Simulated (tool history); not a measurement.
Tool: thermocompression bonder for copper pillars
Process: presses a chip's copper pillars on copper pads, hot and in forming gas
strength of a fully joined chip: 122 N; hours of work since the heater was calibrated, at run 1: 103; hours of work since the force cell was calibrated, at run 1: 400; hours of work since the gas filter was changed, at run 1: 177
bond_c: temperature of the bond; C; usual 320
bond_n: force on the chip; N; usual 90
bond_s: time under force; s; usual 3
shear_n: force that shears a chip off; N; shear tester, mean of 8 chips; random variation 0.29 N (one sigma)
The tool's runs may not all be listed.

run	hour	bond_c	bond_n	bond_s	hours of work since the heater was calibrated	hours of work since the force cell was calibrated	hours of work since the gas filter was changed	shear_n
1	0.0	320	90	3	103	400	177	69.4
2	84.4	320	90	3	149	446	223	68.5
3	149.1	320	70	3	185	482	259	57.9
4	198.6	320	70	3	212	509	286	57.8
# hour 253.4: forming gas filter changed
5	264.8	320	90	3	248	545	6	70.3
6	311.5	320	90	3	273	571	32	71.4
7	412.7	320	90	3	329	626	87	70.4
8	504.3	320	90	3	379	677	138	70.3
9	553.7	320	90	3	407	704	165	70.5
10	634.8	320	90	3	451	748	209	70.3
11	720.0	320	90	3	498	795	256	70.1
12	800.6	320	90	3	542	839	301	69.9
# hour 831.9: forming gas filter changed
13	866.7	332	90	3	578	876	19	79.5
14	938.5	332	90	3	618	915	59	79.3
15	986.0	325	67	6	644	941	85	77.7
16	1066.2	340	75	4	688	985	129	81.5
17	1137.8	340	75	4	727	1024	168	81.7
18	1195.2	307	90	6	759	1056	200	78.5
19	1285.0	350	59	7	808	1105	249	88.3
20	1340.5	316	59	9	838	1136	279	74.6
21	1400.1	335	62	3	871	1169	312	63.8
# hour 1415.1: forming gas filter changed
22	1493.5	335	62	3	922	1220	43	65.8
# hour 1540.9: force cell calibrated
23	1575.9	335	62	4	967	19	87	69.7
24	1645.2	344	88	4	1005	57	126	89.4
25	1734.1	320	66	6	1054	106	174	72.0
26	1776.9	319	97	7	1077	130	198	91.0
27	1847.1	319	97	7	1116	168	236	90.6
28	1914.7	299	90	3	1153	205	274	57.4

Forecast each of these 3 alternatives for the next run:
A	1986.9	324	101	5	1192	245	313	?
B	1986.9	328	109	5	1192	245	313	?
C	1986.9	304	90	6	1192	245	313	?

run	shear_n
A	87.4
B	93.2
C	75.4
Without the tool's hidden state the same runs would have given:
run	shear_n
A	88.1
B	94.2
C	75.3

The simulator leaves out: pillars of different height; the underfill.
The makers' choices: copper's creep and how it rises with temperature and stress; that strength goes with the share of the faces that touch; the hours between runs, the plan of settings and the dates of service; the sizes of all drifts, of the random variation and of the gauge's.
